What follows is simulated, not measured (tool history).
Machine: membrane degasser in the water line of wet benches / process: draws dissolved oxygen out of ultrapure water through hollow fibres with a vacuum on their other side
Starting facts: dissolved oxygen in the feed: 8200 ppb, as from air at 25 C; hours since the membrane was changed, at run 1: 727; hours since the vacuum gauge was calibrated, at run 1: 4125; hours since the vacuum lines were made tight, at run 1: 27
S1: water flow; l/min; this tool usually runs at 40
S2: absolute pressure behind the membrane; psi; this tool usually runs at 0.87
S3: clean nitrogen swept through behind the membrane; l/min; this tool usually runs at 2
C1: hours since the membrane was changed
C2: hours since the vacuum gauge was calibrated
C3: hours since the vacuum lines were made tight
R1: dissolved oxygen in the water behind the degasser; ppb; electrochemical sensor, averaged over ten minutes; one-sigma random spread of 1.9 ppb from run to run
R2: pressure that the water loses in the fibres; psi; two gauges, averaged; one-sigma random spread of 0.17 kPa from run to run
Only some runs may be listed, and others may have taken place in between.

run,hour,S1,S2,S3,C1,C2,C3,R1,R2
1,0,40,0.87,2,727,4125,27,196.6,3.822
2,40.5,40,0.87,2,768,4166,67,194.7,3.829
3,84.5,40,1.991,2,812,4210,111,515.5,3.839
4,134.1,40,1.991,2,861,4260,161,515,3.807
5,160.1,40,1.991,2,887,4285,187,509.6,3.825
6,201.3,40,1.991,2,928,4327,228,520.9,3.794
7,230.4,40,0.87,2,958,4356,257,196.9,3.828
8,263.5,40,0.87,2,991,4389,290,195.6,3.806
9,307.2,40,0.87,1.93,1034,4433,334,199.3,3.825
10,351.2,40,0.87,3.15,1078,4477,378,153.1,3.826
# hour 370: vacuum gauge calibrated
11,385.1,40,0.87,3.15,1112,15,411,151.9,3.826
12,415.3,40,0.87,1.4,1142,45,441,233.8,3.797
13,437.3,40,0.87,1.4,1164,67,463,241.1,3.793
14,479.6,40,0.87,1.4,1206,110,506,240.4,3.806
15,503.7,62,1.678,1.18,1230,134,530,1028.5,5.935
16,532.6,62,1.678,1.18,1259,163,559,1020.9,5.942
17,563.6,40,0.87,1.06,1290,194,590,279.8,3.806
18,614.1,55,0.87,1.76,1341,244,640,385.5,5.188
19,645,26,0.87,1.55,1372,275,671,118.2,2.477
20,688,53,0.667,3.27,1415,318,714,237.5,5.023
21,722,37,0.87,2.22,1449,352,748,158.3,3.542
22,771.7,33,0.573,2.91,1498,402,798,53.4,3.156
23,794.5,33,0.573,2.91,1521,424,821,53.7,3.144
24,828.7,51,1.767,0.98,1555,459,855,965.8,4.854
25,849.4,31,0.593,1.79,1576,479,876,61.4,2.979

Entry by entry between the runs, the difference in hidden state between the last listed run before and the first listed run after:
Between runs 10 and 11: vacuum gauge calibrated (hour 370)
  true pressure behind the membrane over the reading, kPa: 0.08 -> 0.05; air that leaks in behind the membrane, l/min: 0.0043 -> 0.0044
  measured result minus the result with no hidden state, R1: +3.5 -> +2.8 ppb; R2: +0.015 -> +0.015 psi
